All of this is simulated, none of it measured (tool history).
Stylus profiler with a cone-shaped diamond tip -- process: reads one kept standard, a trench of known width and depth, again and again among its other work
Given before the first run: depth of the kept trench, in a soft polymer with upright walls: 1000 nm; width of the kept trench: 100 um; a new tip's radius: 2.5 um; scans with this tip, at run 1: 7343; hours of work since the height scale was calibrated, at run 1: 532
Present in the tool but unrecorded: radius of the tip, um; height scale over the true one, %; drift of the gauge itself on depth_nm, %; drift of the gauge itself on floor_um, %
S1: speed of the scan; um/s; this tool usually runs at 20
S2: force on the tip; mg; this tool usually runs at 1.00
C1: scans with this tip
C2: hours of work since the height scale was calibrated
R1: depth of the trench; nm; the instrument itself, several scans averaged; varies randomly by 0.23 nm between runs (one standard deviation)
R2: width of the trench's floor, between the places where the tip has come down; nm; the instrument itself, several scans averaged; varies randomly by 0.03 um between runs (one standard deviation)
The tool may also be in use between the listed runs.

run     day  S1    S2     C1   C2       R1     R2
  1   0.000  20  1.00   7343  532  1006.78  93370
  2   1.067  20  1.00   7565  548  1006.86  93350
  3   2.412  20  1.00   7844  568  1006.53  93260
  4   3.704  20  1.00   8112  588  1006.32  93130
  5   5.196  20  1.00   8422  610  1006.42  93090
  6   6.800  20  1.00   8755  634  1006.17  93050
  7   7.742  20  1.00   8950  648  1006.21  92970
  8   8.725  56  0.40   9154  663  1002.43  92380
  9   9.917  56  0.40   9401  681  1002.48  92290
 10  11.338  41  1.46   9697  703  1008.61  92660
 11  12.883  12  0.90  10017  726  1005.53  92770

4 ways to go on from here, each from the tool as it stands after run 11. What would each give?
  A  14.521  40  0.48  10357  750   ?   ?
  B  14.521  35  0.84  10357  750   ?   ?
  C  14.521  12  1.22  10357  750   ?   ?
  D  14.521  79  0.61  10357  750   ?   ?

run       R1     R2
  A  1002.66  92380
  B  1005.33  92460
  C  1007.30  92740
  D  1003.58  91980
Without the tool's unlogged condition, the same runs would have read:
run       R1     R2
  A  1005.09  95570
  B  1007.77  95650
  C  1009.75  95940
  D  1006.01  95180
